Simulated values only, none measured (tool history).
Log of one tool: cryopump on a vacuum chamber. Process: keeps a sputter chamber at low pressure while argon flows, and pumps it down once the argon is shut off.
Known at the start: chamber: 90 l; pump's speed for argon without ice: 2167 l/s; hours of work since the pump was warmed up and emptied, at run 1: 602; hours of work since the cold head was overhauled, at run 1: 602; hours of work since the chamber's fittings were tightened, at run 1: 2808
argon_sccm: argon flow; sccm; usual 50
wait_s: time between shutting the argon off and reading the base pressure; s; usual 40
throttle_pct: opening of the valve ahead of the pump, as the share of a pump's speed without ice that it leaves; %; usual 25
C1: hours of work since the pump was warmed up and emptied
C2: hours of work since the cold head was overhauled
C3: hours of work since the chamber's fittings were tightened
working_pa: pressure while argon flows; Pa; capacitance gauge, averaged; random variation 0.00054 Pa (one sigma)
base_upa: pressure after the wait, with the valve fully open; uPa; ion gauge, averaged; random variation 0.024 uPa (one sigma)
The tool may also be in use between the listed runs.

{"run": 1, "hour": 0.0, "argon_sccm": 50, "wait_s": 40, "throttle_pct": 25, "C1": 602, "C2": 602, "C3": 2808, "working_pa": 0.1601, "base_upa": 1.77}
{"run": 2, "hour": 25.1, "argon_sccm": 50, "wait_s": 40, "throttle_pct": 25, "C1": 623, "C2": 623, "C3": 2829, "working_pa": 0.1609, "base_upa": 1.78}
{"run": 3, "hour": 46.8, "argon_sccm": 79, "wait_s": 40, "throttle_pct": 25, "C1": 640, "C2": 640, "C3": 2846, "working_pa": 0.2535, "base_upa": 1.76}
{"run": 4, "hour": 67.6, "argon_sccm": 50, "wait_s": 36, "throttle_pct": 25, "C1": 657, "C2": 657, "C3": 2863, "working_pa": 0.1603, "base_upa": 1.85}
{"run": 5, "hour": 79.1, "argon_sccm": 50, "wait_s": 36, "throttle_pct": 25, "C1": 667, "C2": 667, "C3": 2873, "working_pa": 0.1616, "base_upa": 1.87}
{"run": 6, "hour": 94.6, "argon_sccm": 50, "wait_s": 40, "throttle_pct": 36, "C1": 680, "C2": 680, "C3": 2885, "working_pa": 0.1128, "base_upa": 1.82}
{"hour": 105.4, "done": "leaking fittings of the chamber tightened, without venting"}
{"run": 7, "hour": 121.9, "argon_sccm": 50, "wait_s": 40, "throttle_pct": 36, "C1": 700, "C2": 700, "C3": 13, "working_pa": 0.113, "base_upa": 0.89}
{"run": 8, "hour": 143.2, "argon_sccm": 50, "wait_s": 40, "throttle_pct": 18, "C1": 717, "C2": 717, "C3": 31, "working_pa": 0.2225, "base_upa": 0.89}
{"run": 9, "hour": 156.0, "argon_sccm": 50, "wait_s": 40, "throttle_pct": 18, "C1": 728, "C2": 728, "C3": 41, "working_pa": 0.2222, "base_upa": 0.91}
{"run": 10, "hour": 180.0, "argon_sccm": 24, "wait_s": 40, "throttle_pct": 25, "C1": 748, "C2": 748, "C3": 61, "working_pa": 0.0775, "base_upa": 0.9}
{"run": 11, "hour": 197.6, "argon_sccm": 20, "wait_s": 40, "throttle_pct": 25, "C1": 762, "C2": 762, "C3": 75, "working_pa": 0.065, "base_upa": 0.95}
{"hour": 213.6, "done": "pump warmed up, emptied and cooled again"}
{"run": 12, "hour": 226.4, "argon_sccm": 20, "wait_s": 40, "throttle_pct": 25, "C1": 10, "C2": 781, "C3": 95, "working_pa": 0.0628, "base_upa": 0.87}
{"run": 13, "hour": 251.8, "argon_sccm": 20, "wait_s": 40, "throttle_pct": 25, "C1": 31, "C2": 802, "C3": 115, "working_pa": 0.063, "base_upa": 0.91}
{"run": 14, "hour": 274.4, "argon_sccm": 20, "wait_s": 76, "throttle_pct": 25, "C1": 50, "C2": 820, "C3": 134, "working_pa": 0.0633, "base_upa": 0.53}
{"run": 15, "hour": 286.1, "argon_sccm": 20, "wait_s": 76, "throttle_pct": 25, "C1": 59, "C2": 830, "C3": 143, "working_pa": 0.063, "base_upa": 0.54}
{"run": 16, "hour": 296.3, "argon_sccm": 28, "wait_s": 40, "throttle_pct": 25, "C1": 67, "C2": 838, "C3": 152, "working_pa": 0.0882, "base_upa": 0.92}
{"run": 17, "hour": 315.7, "argon_sccm": 24, "wait_s": 40, "throttle_pct": 25, "C1": 83, "C2": 854, "C3": 167, "working_pa": 0.0754, "base_upa": 0.9}
{"run": 18, "hour": 326.5, "argon_sccm": 50, "wait_s": 91, "throttle_pct": 20, "C1": 92, "C2": 863, "C3": 176, "working_pa": 0.1972, "base_upa": 0.52}
{"run": 19, "hour": 339.5, "argon_sccm": 58, "wait_s": 292, "throttle_pct": 44, "C1": 103, "C2": 874, "C3": 187, "working_pa": 0.1041, "base_upa": 0.32}
{"run": 20, "hour": 363.6, "argon_sccm": 58, "wait_s": 292, "throttle_pct": 44, "C1": 122, "C2": 893, "C3": 207, "working_pa": 0.1033, "base_upa": 0.33}
{"run": 21, "hour": 387.6, "argon_sccm": 24, "wait_s": 40, "throttle_pct": 47, "C1": 142, "C2": 913, "C3": 226, "working_pa": 0.0405, "base_upa": 0.9}
{"run": 22, "hour": 399.5, "argon_sccm": 39, "wait_s": 189, "throttle_pct": 47, "C1": 152, "C2": 922, "C3": 236, "working_pa": 0.0663, "base_upa": 0.4}
{"run": 23, "hour": 416.2, "argon_sccm": 39, "wait_s": 189, "throttle_pct": 47, "C1": 165, "C2": 936, "C3": 249, "working_pa": 0.0662, "base_upa": 0.37}
{"run": 24, "hour": 435.9, "argon_sccm": 58, "wait_s": 188, "throttle_pct": 39, "C1": 181, "C2": 952, "C3": 266, "working_pa": 0.1184, "base_upa": 0.38}
{"run": 25, "hour": 446.2, "argon_sccm": 60, "wait_s": 77, "throttle_pct": 55, "C1": 190, "C2": 961, "C3": 274, "working_pa": 0.0877, "base_upa": 0.6}
{"run": 26, "hour": 471.3, "argon_sccm": 26, "wait_s": 57, "throttle_pct": 56, "C1": 210, "C2": 981, "C3": 294, "working_pa": 0.0372, "base_upa": 0.77}
{"run": 27, "hour": 491.2, "argon_sccm": 50, "wait_s": 40, "throttle_pct": 18, "C1": 226, "C2": 997, "C3": 311, "working_pa": 0.2188, "base_upa": 0.99}
{"run": 28, "hour": 516.5, "argon_sccm": 50, "wait_s": 173, "throttle_pct": 30, "C1": 247, "C2": 1018, "C3": 331, "working_pa": 0.1325, "base_upa": 0.39}
{"run": 29, "hour": 531.4, "argon_sccm": 50, "wait_s": 57, "throttle_pct": 25, "C1": 259, "C2": 1030, "C3": 343, "working_pa": 0.1576, "base_upa": 0.79}
{"run": 30, "hour": 553.2, "argon_sccm": 50, "wait_s": 57, "throttle_pct": 25, "C1": 277, "C2": 1048, "C3": 361, "working_pa": 0.1579, "base_upa": 0.77}
{"run": 31, "hour": 568.5, "argon_sccm": 30, "wait_s": 65, "throttle_pct": 30, "C1": 289, "C2": 1060, "C3": 374, "working_pa": 0.079, "base_upa": 0.72}
{"run": 32, "hour": 590.2, "argon_sccm": 30, "wait_s": 65, "throttle_pct": 30, "C1": 307, "C2": 1078, "C3": 391, "working_pa": 0.0793, "base_upa": 0.68}
{"run": 33, "hour": 600.8, "argon_sccm": 66, "wait_s": 40, "throttle_pct": 16, "C1": 316, "C2": 1087, "C3": 400, "working_pa": 0.3259, "base_upa": 1.0}
{"run": 34, "hour": 618.1, "argon_sccm": 28, "wait_s": 245, "throttle_pct": 16, "C1": 330, "C2": 1101, "C3": 414, "working_pa": 0.1387, "base_upa": 0.4}

Hidden state or all else? Some run-to-run changes of working_pa, split into what the settings, what came in and random variation would give without the hidden state, and what is left for the hidden state (with any gauge scatter that isn't in both results):
The hidden state here: pump's speed, % of a pump's without ice; cold plate's temperature, K; leak into the chamber, uPa l/s; drift of the gauge itself on working_pa, %; drift of the gauge itself on base_upa, %.
Run 2 -> 3: argon_sccm 50 -> 79. working_pa +0.0926 Pa: hidden state +0.0028, all else +0.0898.
Run 3 -> 4: argon_sccm 79 -> 50, wait_s 40 -> 36. working_pa -0.0932 Pa: hidden state -0.0026, all else -0.0906.
Run 9 -> 10: argon_sccm 50 -> 24, throttle_pct 18 -> 25. working_pa -0.1447 Pa: hidden state -0.0027, all else -0.1420.
Run 26 -> 27: argon_sccm 26 -> 50, wait_s 57 -> 40, throttle_pct 56 -> 18. working_pa +0.1816 Pa: hidden state +0.0012, all else +0.1804.
Run 32 -> 33: argon_sccm 30 -> 66, wait_s 65 -> 40, throttle_pct 30 -> 16. working_pa +0.2466 Pa: hidden state +0.0019, all else +0.2447.
Run 33 -> 34: argon_sccm 66 -> 28, wait_s 40 -> 245. working_pa -0.1872 Pa: hidden state -0.0020, all else -0.1852.
